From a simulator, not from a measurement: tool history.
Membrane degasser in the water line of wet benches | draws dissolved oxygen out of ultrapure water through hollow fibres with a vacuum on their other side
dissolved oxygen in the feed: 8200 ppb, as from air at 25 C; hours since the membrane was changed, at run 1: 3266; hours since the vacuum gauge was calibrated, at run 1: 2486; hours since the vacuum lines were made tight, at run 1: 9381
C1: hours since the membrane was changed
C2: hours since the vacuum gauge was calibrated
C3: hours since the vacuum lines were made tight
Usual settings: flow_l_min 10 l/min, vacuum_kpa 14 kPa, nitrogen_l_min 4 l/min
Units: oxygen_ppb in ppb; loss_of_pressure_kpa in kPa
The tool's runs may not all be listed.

run 1 hour=0 | flow_l_min=10 vacuum_kpa=14 nitrogen_l_min=4 | C1=3266 C2=2486 C3=9381 | oxygen_ppb=197.5 loss_of_pressure_kpa=67.21
run 2 hour=63.6 | flow_l_min=8 vacuum_kpa=14 nitrogen_l_min=4 | C1=3329 C2=2550 C3=9444 | oxygen_ppb=124.2 loss_of_pressure_kpa=54.15
run 3 hour=117.1 | flow_l_min=8 vacuum_kpa=14 nitrogen_l_min=4 | C1=3383 C2=2603 C3=9498 | oxygen_ppb=124.9 loss_of_pressure_kpa=53.76
run 4 hour=167.6 | flow_l_min=8 vacuum_kpa=14 nitrogen_l_min=4 | C1=3433 C2=2654 C3=9548 | oxygen_ppb=122.9 loss_of_pressure_kpa=53.92
run 5 hour=211.5 | flow_l_min=8 vacuum_kpa=14 nitrogen_l_min=4 | C1=3477 C2=2698 C3=9592 | oxygen_ppb=122.4 loss_of_pressure_kpa=53.78
run 6 hour=264.5 | flow_l_min=8 vacuum_kpa=13.3 nitrogen_l_min=4 | C1=3530 C2=2751 C3=9645 | oxygen_ppb=121.3 loss_of_pressure_kpa=54.28
run 7 hour=350.3 | flow_l_min=8 vacuum_kpa=13.3 nitrogen_l_min=4 | C1=3616 C2=2837 C3=9731 | oxygen_ppb=119.4 loss_of_pressure_kpa=54.01
run 8 hour=403.9 | flow_l_min=9 vacuum_kpa=27.6 nitrogen_l_min=10.26 | C1=3670 C2=2890 C3=9784 | oxygen_ppb=148.7 loss_of_pressure_kpa=60.85
run 9 hour=450.8 | flow_l_min=9 vacuum_kpa=10.7 nitrogen_l_min=4.38 | C1=3717 C2=2937 C3=9831 | oxygen_ppb=134.8 loss_of_pressure_kpa=60.68
run 10 hour=486.3 | flow_l_min=9 vacuum_kpa=10.7 nitrogen_l_min=4.38 | C1=3752 C2=2973 C3=9867 | oxygen_ppb=134.8 loss_of_pressure_kpa=60.48
run 11 hour=556 | flow_l_min=9 vacuum_kpa=9.1 nitrogen_l_min=4 | C1=3822 C2=3042 C3=9937 | oxygen_ppb=130.2 loss_of_pressure_kpa=60.76
run 12 hour=598.6 | flow_l_min=9 vacuum_kpa=31.3 nitrogen_l_min=6.64 | C1=3864 C2=3085 C3=9979 | oxygen_ppb=196.6 loss_of_pressure_kpa=60.86
run 13 hour=653 | flow_l_min=9 vacuum_kpa=31.3 nitrogen_l_min=6.64 | C1=3919 C2=3139 C3=10034 | oxygen_ppb=198.6 loss_of_pressure_kpa=60.3

4 ways to go on from here, each from the tool as it stands after run 13. What would each give?
run A hour=725.1 | flow_l_min=11 vacuum_kpa=30.1 nitrogen_l_min=8.01 | C1=3991 C2=3211 C3=10106 | oxygen_ppb=? loss_of_pressure_kpa=?
run B hour=725.1 | flow_l_min=9 vacuum_kpa=31.3 nitrogen_l_min=2.23 | C1=3991 C2=3211 C3=10106 | oxygen_ppb=? loss_of_pressure_kpa=?
run C hour=725.1 | flow_l_min=9 vacuum_kpa=8.6 nitrogen_l_min=6.64 | C1=3991 C2=3211 C3=10106 | oxygen_ppb=? loss_of_pressure_kpa=?
run D hour=725.1 | flow_l_min=14 vacuum_kpa=26.4 nitrogen_l_min=4.75 | C1=3991 C2=3211 C3=10106 | oxygen_ppb=? loss_of_pressure_kpa=?

run=A oxygen_ppb=260 loss_of_pressure_kpa=74.54
run=B oxygen_ppb=388.1 loss_of_pressure_kpa=61.06
run=C oxygen_ppb=111.5 loss_of_pressure_kpa=60.62
run=D oxygen_ppb=455.4 loss_of_pressure_kpa=94.36
Without the tool's hidden state the same runs would have given:
run=A oxygen_ppb=237.5 loss_of_pressure_kpa=72.91
run=B oxygen_ppb=350.1 loss_of_pressure_kpa=59.72
run=C oxygen_ppb=100.1 loss_of_pressure_kpa=59.28
run=D oxygen_ppb=422.8 loss_of_pressure_kpa=92.29
